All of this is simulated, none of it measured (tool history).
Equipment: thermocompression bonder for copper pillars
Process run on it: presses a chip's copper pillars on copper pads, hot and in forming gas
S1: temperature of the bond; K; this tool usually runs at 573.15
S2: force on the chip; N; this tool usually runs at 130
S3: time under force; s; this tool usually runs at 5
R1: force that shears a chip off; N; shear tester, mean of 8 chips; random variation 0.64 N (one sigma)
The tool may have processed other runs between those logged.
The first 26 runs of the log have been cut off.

run   hour      S1   S2  S3    R1
     433.8  -- heater calibrated with a thermocouple chip
 27    443  544.15  144   5  43.5
 28  464.6  544.15  144   5  42.8
 29  485.5  544.15  144   5  44.4
 30  504.2  595.15  108   4  57.5
 31  523.1  595.15  108   4  56.4
 32  544.2  570.15  133   4    49
     549.4  -- forming gas filter changed
 33    566  600.15  155   8  88.3
 34  583.7  578.15  182   4  63.3
 35  600.2  578.15  182   4  63.9
 36  612.9  575.15   88  12  64.3
 37  628.7  566.15   90  12  59.2
 38  650.7  566.15  148   3  45.9
 39  666.1  566.15  105   5  46.6

Here are 3 independent what-if runs from the current tool condition. What would each one return?
  A  678.4  588.15   89   7   ?
  B  678.4  583.15  119   3   ?
  C  678.4  572.15   86   5   ?

run    R1
  A  59.4
  B  48.2
  C  43.4
The same runs, with their run-to-run variation unchanged, on a tool lacking any hidden condition would have given:
run    R1
  A  59.7
  B  48.4
  C  43.6
